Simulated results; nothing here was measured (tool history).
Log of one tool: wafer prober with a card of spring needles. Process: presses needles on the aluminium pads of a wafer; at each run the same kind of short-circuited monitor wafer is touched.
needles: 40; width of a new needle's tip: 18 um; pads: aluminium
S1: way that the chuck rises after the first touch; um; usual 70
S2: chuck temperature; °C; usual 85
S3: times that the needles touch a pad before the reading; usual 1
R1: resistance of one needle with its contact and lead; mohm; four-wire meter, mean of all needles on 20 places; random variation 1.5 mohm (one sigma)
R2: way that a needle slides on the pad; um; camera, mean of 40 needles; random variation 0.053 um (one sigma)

Run 1, hour 0.0: usual settings. Result: R1 137 mohm, R2 11.80 um.
At hour 5.8: tips cleaned on abrasive film.
At hour 13.5: tips cleaned on abrasive film.
At hour 21.1: tips cleaned on abrasive film.
At hour 30.7: tips cleaned on abrasive film.
At hour 40.3: tips cleaned on abrasive film.
At hour 49.8: tips cleaned on abrasive film.
Run 2, hour 56.7: usual settings but S3 2. Result: R1 139 mohm, R2 11.77 um.
At hour 58.7: tips cleaned on abrasive film.
At hour 66.4: tips cleaned on abrasive film.
At hour 74.1: tips cleaned on abrasive film.
At hour 81.7: tips cleaned on abrasive film.
At hour 91.3: tips cleaned on abrasive film.
At hour 100.9: tips cleaned on abrasive film.
At hour 108.5: tips cleaned on abrasive film.
Run 3, hour 109.0: usual settings. Result: R1 135 mohm, R2 11.86 um.
At hour 115.0: height of the first contact set anew.
At hour 117.0: tips cleaned on abrasive film.
At hour 124.7: tips cleaned on abrasive film.
At hour 132.3: tips cleaned on abrasive film.
At hour 141.9: tips cleaned on abrasive film.
At hour 149.6: tips cleaned on abrasive film.
Run 4, hour 152.3: usual settings. Result: R1 136 mohm, R2 11.85 um.
At hour 158.1: tips cleaned on abrasive film.
At hour 165.8: tips cleaned on abrasive film.
At hour 173.4: tips cleaned on abrasive film.
Run 5, hour 180.4: usual settings but S2 49 °C. Result: R1 131 mohm, R2 11.94 um.
At hour 182.4: tips cleaned on abrasive film.
At hour 190.1: tips cleaned on abrasive film.
At hour 199.6: tips cleaned on abrasive film.
At hour 209.2: tips cleaned on abrasive film.
At hour 218.8: tips cleaned on abrasive film.
Run 6, hour 226.2: usual settings. Result: R1 140 mohm, R2 11.92 um.
At hour 228.2: tips cleaned on abrasive film.
At hour 235.8: tips cleaned on abrasive film.
At hour 243.5: tips cleaned on abrasive film.
At hour 251.2: tips cleaned on abrasive film.
At hour 258.9: tips cleaned on abrasive film.
Run 7, hour 266.3: usual settings. Result: R1 136 mohm, R2 11.82 um.
At hour 268.3: tips cleaned on abrasive film.
At hour 276.0: tips cleaned on abrasive film.
At hour 283.7: tips cleaned on abrasive film.
At hour 295.7: card fitted with new needles.
At hour 303.3: tips cleaned on abrasive film.
At hour 311.0: tips cleaned on abrasive film.
At hour 318.7: tips cleaned on abrasive film.
At hour 326.4: tips cleaned on abrasive film.
At hour 334.0: tips cleaned on abrasive film.
Run 8, hour 334.8: usual settings. Result: R1 132 mohm, R2 11.95 um.
At hour 342.5: tips cleaned on abrasive film.
At hour 350.2: tips cleaned on abrasive film.
At hour 357.8: tips cleaned on abrasive film.
Run 9, hour 364.0: usual settings but S1 60 um. Result: R1 141 mohm, R2 10.19 um.
At hour 366.0: tips cleaned on abrasive film.
At hour 373.7: tips cleaned on abrasive film.
At hour 383.2: tips cleaned on abrasive film.
At hour 392.8: tips cleaned on abrasive film.
Run 10, hour 398.3: usual settings. Result: R1 135 mohm, R2 11.85 um.
At hour 402.2: tips cleaned on abrasive film.
At hour 411.8: tips cleaned on abrasive film.
At hour 419.4: tips cleaned on abrasive film.
At hour 427.1: tips cleaned on abrasive film.
At hour 436.7: tips cleaned on abrasive film.
Run 11, hour 439.3: usual settings. Result: R1 136 mohm, R2 11.94 um.
At hour 445.0: tips cleaned on abrasive film.
At hour 452.7: tips cleaned on abrasive film.
At hour 460.4: tips cleaned on abrasive film.
At hour 468.1: tips cleaned on abrasive film.
Run 12, hour 473.7: usual settings. Result: R1 137 mohm, R2 11.97 um.
At hour 477.6: tips cleaned on abrasive film.
At hour 485.2: tips cleaned on abrasive film.
At hour 494.8: tips cleaned on abrasive film.
At hour 504.4: tips cleaned on abrasive film.
Run 13, hour 504.7: usual settings. Result: R1 136 mohm, R2 11.99 um.
At hour 512.4: tips cleaned on abrasive film.
At hour 520.0: tips cleaned on abrasive film.
At hour 527.7: tips cleaned on abrasive film.
At hour 537.3: tips cleaned on abrasive film.
Run 14, hour 538.3: usual settings but S1 61 um, S2 44 °C, S3 2. Result: R1 133 mohm, R2 10.35 um.
At hour 546.0: tips cleaned on abrasive film.
At hour 553.7: tips cleaned on abrasive film.
At hour 563.2: tips cleaned on abrasive film.
At hour 570.9: tips cleaned on abrasive film.
At hour 580.5: tips cleaned on abrasive film.
At hour 588.1: tips cleaned on abrasive film.
Run 15, hour 588.3: usual settings but S2 103 °C, S3 2. Result: R1 140 mohm, R2 12.00 um.
At hour 596.0: tips cleaned on abrasive film.
At hour 603.7: tips cleaned on abrasive film.
At hour 611.3: tips cleaned on abrasive film.
At hour 619.0: tips cleaned on abrasive film.
Run 16, hour 621.4: usual settings but S1 83 um, S2 31 °C. Result: R1 128 mohm, R2 14.25 um.
At hour 627.2: tips cleaned on abrasive film.
At hour 634.9: tips cleaned on abrasive film.
At hour 642.5: tips cleaned on abrasive film.
At hour 650.2: tips cleaned on abrasive film.
At hour 659.8: tips cleaned on abrasive film.
At hour 667.5: tips cleaned on abrasive film.
At hour 675.1: tips cleaned on abrasive film.
At hour 677.3: height of the first contact set anew.
Run 17, hour 679.5: usual settings. Result: R1 135 mohm, R2 12.01 um.
At hour 683.4: tips cleaned on abrasive film.
At hour 692.9: tips cleaned on abrasive film.
At hour 702.5: tips cleaned on abrasive film.
At hour 710.2: tips cleaned on abrasive film.
At hour 717.9: tips cleaned on abrasive film.
At hour 725.5: tips cleaned on abrasive film.
Run 18, hour 728.6: usual settings but S1 51 um, S2 68 °C. Result: R1 140 mohm, R2 8.66 um.
At hour 734.4: tips cleaned on abrasive film.
At hour 742.1: tips cleaned on abrasive film.
At hour 749.8: tips cleaned on abrasive film.
At hour 759.3: tips cleaned on abrasive film.
At hour 767.2: tips cleaned on abrasive film.
Run 19, hour 767.2: usual settings but S1 87 um, S2 30 °C, S3 3. Result: R1 125 mohm, R2 14.84 um.
At hour 776.8: tips cleaned on abrasive film.
At hour 786.3: tips cleaned on abrasive film.
At hour 795.3: tips cleaned on abrasive film.
Run 20, hour 795.3: usual settings but S1 77 um, S2 70 °C, S3 2. Result: R1 130 mohm, R2 13.16 um.
At hour 804.8: tips cleaned on abrasive film.
At hour 812.5: tips cleaned on abrasive film.
Run 21, hour 819.2: usual settings but S1 68 um, S2 25 °C, S3 2. Result: R1 127 mohm, R2 11.63 um.

Forecast each of these 3 alternatives for the next run:
At hour 821.2: tips cleaned on abrasive film.
At hour 828.9: tips cleaned on abrasive film.
At hour 836.5: tips cleaned on abrasive film.
At hour 844.2: tips cleaned on abrasive film.
At hour 851.9: tips cleaned on abrasive film.
At hour 861.5: tips cleaned on abrasive film.
Run A, hour 865.5: usual settings but S1 56 um, S2 26 °C, S3 2. Result: R1 ?, R2 ?.
At hour 821.2: tips cleaned on abrasive film.
At hour 828.9: tips cleaned on abrasive film.
At hour 836.5: tips cleaned on abrasive film.
At hour 844.2: tips cleaned on abrasive film.
At hour 851.9: tips cleaned on abrasive film.
At hour 861.5: tips cleaned on abrasive film.
Run B, hour 865.5: usual settings but S1 71 um, S2 25 °C. Result: R1 ?, R2 ?.
At hour 821.2: tips cleaned on abrasive film.
At hour 828.9: tips cleaned on abrasive film.
At hour 836.5: tips cleaned on abrasive film.
At hour 844.2: tips cleaned on abrasive film.
At hour 851.9: tips cleaned on abrasive film.
At hour 861.5: tips cleaned on abrasive film.
Run C, hour 865.5: usual settings but S1 56 um. Result: R1 ?, R2 ?.

run   R1     R2
  A  132   9.59
  B  126  12.17
  C  139   9.63
Without the tool's hidden state the same runs would have given:
run   R1     R2
  A  131   9.41
  B  126  11.94
  C  138   9.45

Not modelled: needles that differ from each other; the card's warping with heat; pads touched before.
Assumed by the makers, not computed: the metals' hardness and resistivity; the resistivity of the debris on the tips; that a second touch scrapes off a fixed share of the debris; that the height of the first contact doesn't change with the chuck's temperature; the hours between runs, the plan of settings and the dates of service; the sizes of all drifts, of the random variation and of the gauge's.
